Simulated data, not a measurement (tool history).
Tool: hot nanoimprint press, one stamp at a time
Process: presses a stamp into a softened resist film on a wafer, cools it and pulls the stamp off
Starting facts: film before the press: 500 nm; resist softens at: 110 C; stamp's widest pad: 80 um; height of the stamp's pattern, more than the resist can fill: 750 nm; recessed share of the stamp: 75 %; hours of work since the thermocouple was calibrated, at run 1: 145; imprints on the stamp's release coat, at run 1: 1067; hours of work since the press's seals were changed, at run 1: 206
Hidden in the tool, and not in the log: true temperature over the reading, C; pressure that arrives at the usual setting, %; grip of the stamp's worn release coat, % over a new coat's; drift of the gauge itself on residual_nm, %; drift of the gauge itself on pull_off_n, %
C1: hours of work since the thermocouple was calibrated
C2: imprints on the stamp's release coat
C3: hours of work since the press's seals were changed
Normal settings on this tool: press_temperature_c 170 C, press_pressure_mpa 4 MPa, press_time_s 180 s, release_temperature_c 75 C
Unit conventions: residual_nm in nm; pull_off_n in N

run 1 hour=0 | press_temperature_c=170 press_pressure_mpa=4 press_time_s=180 release_temperature_c=75 | C1=145 C2=1067 C3=206 | residual_nm=287.7 pull_off_n=187
run 2 hour=24.5 | press_temperature_c=170 press_pressure_mpa=4 press_time_s=180 release_temperature_c=75 | C1=157 C2=1106 C3=217 | residual_nm=288.3 pull_off_n=195
run 3 hour=64.8 | press_temperature_c=170 press_pressure_mpa=4 press_time_s=180 release_temperature_c=75 | C1=176 C2=1172 C3=236 | residual_nm=288.4 pull_off_n=193
run 4 hour=99.6 | press_temperature_c=170 press_pressure_mpa=4 press_time_s=180 release_temperature_c=75 | C1=193 C2=1228 C3=253 | residual_nm=287.1 pull_off_n=197
run 5 hour=128.8 | press_temperature_c=170 press_pressure_mpa=4 press_time_s=315 release_temperature_c=75 | C1=206 C2=1275 C3=267 | residual_nm=240.8 pull_off_n=200
run 6 hour=152 | press_temperature_c=170 press_pressure_mpa=4 press_time_s=180 release_temperature_c=79 | C1=218 C2=1313 C3=278 | residual_nm=285.9 pull_off_n=187
run 7 hour=177.3 | press_temperature_c=170 press_pressure_mpa=4 press_time_s=186 release_temperature_c=79 | C1=230 C2=1354 C3=290 | residual_nm=283.2 pull_off_n=196
-- hour=200.3 stamp cleaned and given a new release coat
run 8 hour=203.5 | press_temperature_c=178 press_pressure_mpa=5.51 press_time_s=263 release_temperature_c=67 | C1=239 C2=6 C3=300 | residual_nm=164.6 pull_off_n=137
run 9 hour=222.8 | press_temperature_c=178 press_pressure_mpa=5.51 press_time_s=263 release_temperature_c=67 | C1=248 C2=37 C3=309 | residual_nm=164.3 pull_off_n=139
run 10 hour=249.7 | press_temperature_c=178 press_pressure_mpa=5.51 press_time_s=263 release_temperature_c=67 | C1=261 C2=81 C3=322 | residual_nm=164.6 pull_off_n=146
run 11 hour=278.7 | press_temperature_c=172 press_pressure_mpa=4.09 press_time_s=270 release_temperature_c=70 | C1=275 C2=128 C3=335 | residual_nm=232.9 pull_off_n=138

4 ways to go on from here, each from the tool as it stands after run 11. What would each give?
-- hour=283.8 plate thermocouple calibrated
run A hour=320.6 | press_temperature_c=173 press_pressure_mpa=4.09 press_time_s=270 release_temperature_c=70 | C1=18 C2=191 C3=354 | residual_nm=? pull_off_n=?
-- hour=283.8 plate thermocouple calibrated
run B hour=320.6 | press_temperature_c=172 press_pressure_mpa=3.15 press_time_s=233 release_temperature_c=70 | C1=18 C2=191 C3=354 | residual_nm=? pull_off_n=?
-- hour=283.8 plate thermocouple calibrated
run C hour=320.6 | press_temperature_c=170 press_pressure_mpa=4.44 press_time_s=180 release_temperature_c=79 | C1=18 C2=191 C3=354 | residual_nm=? pull_off_n=?
-- hour=283.8 plate thermocouple calibrated
run D hour=320.6 | press_temperature_c=170 press_pressure_mpa=3.75 press_time_s=102 release_temperature_c=62 | C1=18 C2=191 C3=354 | residual_nm=? pull_off_n=?

run=A residual_nm=237.8 pull_off_n=147
run=B residual_nm=291.7 pull_off_n=147
run=C residual_nm=286.1 pull_off_n=126
run=D residual_nm=354.6 pull_off_n=166
Stripped of hidden state, with their random variation kept, the same runs would have yielded:
run=A residual_nm=232.4 pull_off_n=134
run=B residual_nm=286.9 pull_off_n=135
run=C residual_nm=279.8 pull_off_n=116
run=D residual_nm=349.4 pull_off_n=152
